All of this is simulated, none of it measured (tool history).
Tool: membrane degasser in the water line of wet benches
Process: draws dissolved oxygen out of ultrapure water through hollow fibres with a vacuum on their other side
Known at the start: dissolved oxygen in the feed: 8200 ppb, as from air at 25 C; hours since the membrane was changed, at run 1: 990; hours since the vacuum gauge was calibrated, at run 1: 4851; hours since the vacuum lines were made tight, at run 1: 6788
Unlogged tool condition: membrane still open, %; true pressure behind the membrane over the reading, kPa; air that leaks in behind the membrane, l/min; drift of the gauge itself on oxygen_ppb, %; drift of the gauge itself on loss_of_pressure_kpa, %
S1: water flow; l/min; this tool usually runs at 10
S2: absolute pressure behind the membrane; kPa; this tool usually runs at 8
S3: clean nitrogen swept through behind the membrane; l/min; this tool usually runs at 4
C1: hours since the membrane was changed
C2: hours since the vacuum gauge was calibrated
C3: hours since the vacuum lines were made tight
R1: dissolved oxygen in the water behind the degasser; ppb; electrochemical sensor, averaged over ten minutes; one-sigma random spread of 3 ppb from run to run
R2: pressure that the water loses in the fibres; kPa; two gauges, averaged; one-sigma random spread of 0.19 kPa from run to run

run 1 day=0 | S1=10 S2=8 S3=4 | C1=990 C2=4851 C3=6788 | R1=301 R2=38.94
run 2 day=2.079 | S1=10 S2=8 S3=4 | C1=1040 C2=4901 C3=6838 | R1=303.3 R2=39.22
run 3 day=4.108 | S1=7 S2=8 S3=4 | C1=1089 C2=4949 C3=6886 | R1=115.1 R2=27.45
run 4 day=5.921 | S1=7 S2=18.87 S3=4 | C1=1132 C2=4993 C3=6930 | R1=163.7 R2=27.66
run 5 day=7.158 | S1=7 S2=18.87 S3=4 | C1=1162 C2=5023 C3=6960 | R1=167.3 R2=27.54
run 6 day=8.321 | S1=7 S2=5.92 S3=4 | C1=1190 C2=5050 C3=6987 | R1=106.8 R2=27.63
-- day=9.217 vacuum gauge calibrated
run 7 day=9.75 | S1=10 S2=8 S3=4 | C1=1224 C2=13 C3=7021 | R1=304.8 R2=39.32
run 8 day=11.196 | S1=10 S2=8 S3=4 | C1=1259 C2=48 C3=7056 | R1=301.5 R2=39.2
run 9 day=13.275 | S1=10 S2=6.18 S3=1.97 | C1=1309 C2=97 C3=7106 | R1=313.9 R2=38.83
run 10 day=15.6 | S1=8 S2=8 S3=4 | C1=1364 C2=153 C3=7162 | R1=172.3 R2=31.34
-- day=16.721 vacuum gauge calibrated, once more
run 11 day=18.029 | S1=12 S2=13.65 S3=7.89 | C1=1422 C2=31 C3=7219 | R1=472.4 R2=47.07
run 12 day=20.017 | S1=16 S2=8 S3=5.37 | C1=1470 C2=79 C3=7267 | R1=831.3 R2=62.85
run 13 day=22.05 | S1=6 S2=17.88 S3=6.47 | C1=1519 C2=128 C3=7316 | R1=89.4 R2=23.65

For some of the steps in R1 from one run to the next: how much would appear even if the tool had no hidden state, given the settings, what came in and random variation, and how much remains for the hidden state plus any gauge scatter that the measured result and the result without hidden state don't share?
Run 12 -> 13: S1 16 -> 6, S2 8 -> 17.88, S3 5.37 -> 6.47. R1 -741.9 ppb: hidden state -9.2, all else -732.7.
